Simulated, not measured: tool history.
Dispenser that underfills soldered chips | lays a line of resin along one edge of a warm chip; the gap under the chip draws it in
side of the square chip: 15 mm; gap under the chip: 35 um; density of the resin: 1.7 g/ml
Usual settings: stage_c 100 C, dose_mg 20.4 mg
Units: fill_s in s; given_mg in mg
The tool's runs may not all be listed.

{"run": 1, "day": 0.0, "stage_c": 100, "dose_mg": 20.4, "fill_s": 545.3, "given_mg": 20.08}
{"day": 0.138, "done": "new syringe of resin"}
{"run": 2, "day": 0.262, "stage_c": 100, "dose_mg": 20.4, "fill_s": 470.0, "given_mg": 19.89}
{"run": 3, "day": 0.462, "stage_c": 100, "dose_mg": 20.4, "fill_s": 530.2, "given_mg": 19.93}
{"day": 0.638, "done": "new syringe of resin"}
{"run": 4, "day": 0.729, "stage_c": 100, "dose_mg": 20.4, "fill_s": 449.2, "given_mg": 19.81}
{"day": 0.829, "done": "dispensing valve cleaned and set on the balance"}
{"run": 5, "day": 0.904, "stage_c": 100, "dose_mg": 20.4, "fill_s": 502.3, "given_mg": 20.46}
{"run": 6, "day": 1.071, "stage_c": 100, "dose_mg": 20.4, "fill_s": 545.5, "given_mg": 20.31}
{"day": 1.192, "done": "new syringe of resin"}
{"run": 7, "day": 1.229, "stage_c": 100, "dose_mg": 20.4, "fill_s": 439.9, "given_mg": 20.38}
{"run": 8, "day": 1.425, "stage_c": 100, "dose_mg": 20.4, "fill_s": 504.5, "given_mg": 20.24}
{"run": 9, "day": 1.554, "stage_c": 88, "dose_mg": 20.4, "fill_s": 912.1, "given_mg": 20.31}
{"day": 1.692, "done": "new syringe of resin"}
{"run": 10, "day": 1.767, "stage_c": 88, "dose_mg": 20.4, "fill_s": 787.9, "given_mg": 20.24}
{"run": 11, "day": 1.946, "stage_c": 88, "dose_mg": 20.4, "fill_s": 874.6, "given_mg": 20.18}
{"day": 2.192, "done": "new syringe of resin"}
{"run": 12, "day": 2.258, "stage_c": 88, "dose_mg": 20.4, "fill_s": 749.8, "given_mg": 20.04}
{"run": 13, "day": 2.388, "stage_c": 88, "dose_mg": 20.4, "fill_s": 809.7, "given_mg": 20.06}
{"run": 14, "day": 2.604, "stage_c": 88, "dose_mg": 20.4, "fill_s": 943.3, "given_mg": 20.05}
{"day": 2.692, "done": "new syringe of resin"}
{"run": 15, "day": 2.788, "stage_c": 93, "dose_mg": 22.1, "fill_s": 615.9, "given_mg": 21.57}
{"run": 16, "day": 2.992, "stage_c": 91, "dose_mg": 21.2, "fill_s": 773.5, "given_mg": 20.75}
{"run": 17, "day": 3.162, "stage_c": 93, "dose_mg": 21.2, "fill_s": 762.4, "given_mg": 20.65}
{"day": 3.2, "done": "new syringe of resin"}
{"day": 3.262, "done": "dispensing valve cleaned and set on the balance"}
{"run": 18, "day": 3.433, "stage_c": 93, "dose_mg": 21.2, "fill_s": 669.3, "given_mg": 21.06}
{"run": 19, "day": 3.667, "stage_c": 87, "dose_mg": 22.7, "fill_s": 998.7, "given_mg": 22.51}

Run 20 comes next. What will it give?
{"day": 3.754, "done": "new syringe of resin"}
{"run": 20, "day": 3.883, "stage_c": 87, "dose_mg": 22.7, "fill_s": "?", "given_mg": "?"}

Run 20 gave fill_s 811.6 s, given_mg 22.46 mg.
Without the tool's hidden state the same run would have given fill_s 775.4 s, given_mg 22.71 mg.
